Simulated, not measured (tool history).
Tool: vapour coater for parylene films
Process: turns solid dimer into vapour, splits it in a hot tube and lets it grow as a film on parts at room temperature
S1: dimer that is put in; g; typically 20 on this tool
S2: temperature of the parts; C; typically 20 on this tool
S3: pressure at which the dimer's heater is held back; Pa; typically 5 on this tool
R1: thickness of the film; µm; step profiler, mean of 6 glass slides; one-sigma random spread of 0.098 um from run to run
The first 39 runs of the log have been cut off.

run,hour,S1,S2,S3,R1
40,1208.4,15,15,2.28,10.44
41,1244.8,15,15,2.28,10.32
42,1263.7,13,15,2.26,8.94
43,1299.2,20,13,3.09,13.68
44,1317.6,12,20,7.72,6.28
45,1361.2,12,20,7.72,6.27
# hour 1374.8: trap's valve overhauled
46,1386.4,12,20,7.72,6.85
47,1422,12,20,7.72,6.77

Branching from run 47: 3 alternative next runs. What would each branch give?
A,1459.2,12,21,9.49,?
B,1459.2,21,24,4.45,?
C,1459.2,12,22,4.73,?

run,R1
A,6.35
B,10.74
C,6.58
Had the tool no hidden state, the same runs would have come out as:
run,R1
A,6.46
B,10.92
C,6.69
